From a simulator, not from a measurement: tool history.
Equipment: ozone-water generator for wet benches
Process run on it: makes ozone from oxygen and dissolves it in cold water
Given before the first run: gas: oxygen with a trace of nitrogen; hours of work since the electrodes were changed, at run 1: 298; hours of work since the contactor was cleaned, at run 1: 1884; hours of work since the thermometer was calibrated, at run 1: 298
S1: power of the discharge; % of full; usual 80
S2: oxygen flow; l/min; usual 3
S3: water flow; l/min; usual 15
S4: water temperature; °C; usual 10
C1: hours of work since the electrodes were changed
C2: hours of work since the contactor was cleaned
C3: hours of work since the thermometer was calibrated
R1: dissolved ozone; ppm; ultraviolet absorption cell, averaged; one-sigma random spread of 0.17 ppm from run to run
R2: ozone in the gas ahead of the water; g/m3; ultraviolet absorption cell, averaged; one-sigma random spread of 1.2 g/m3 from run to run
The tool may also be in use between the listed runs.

run,day,S1,S2,S3,S4,C1,C2,C3,R1,R2
1,0,80,3,15,10,298,1884,298,23,227.1
2,2.196,80,3,15,10,343,1929,343,23.1,224.3
3,4.896,80,3.27,15,10,398,1984,398,23.3,212.4
4,7.238,94,3,15,10,446,2032,446,25.9,254.8
5,9.888,57,3,15,10,500,2086,500,17.9,172.8
6,13.442,57,3.24,15,10,572,2159,572,17.9,167
7,15.746,57,3.24,15,10,619,2206,619,18,165.4
8,17.712,57,1.52,15,10,660,2246,660,16.6,269.7
9,19.779,73,1.52,16,10,702,2288,702,18.9,325.4
10,22.571,80,1.55,10,10,759,2345,759,32.3,343.5

Run 11 comes next. What will it give?
11,26.017,65,4.54,15,8,829,2415,829,?,?

{"run 11": {"R1": 20.5, "R2": 144.7}}
On a tool with no hidden condition, and with the same random variation, this run would have come out at R1 20.5 ppm, R2 145.8 g/m3.
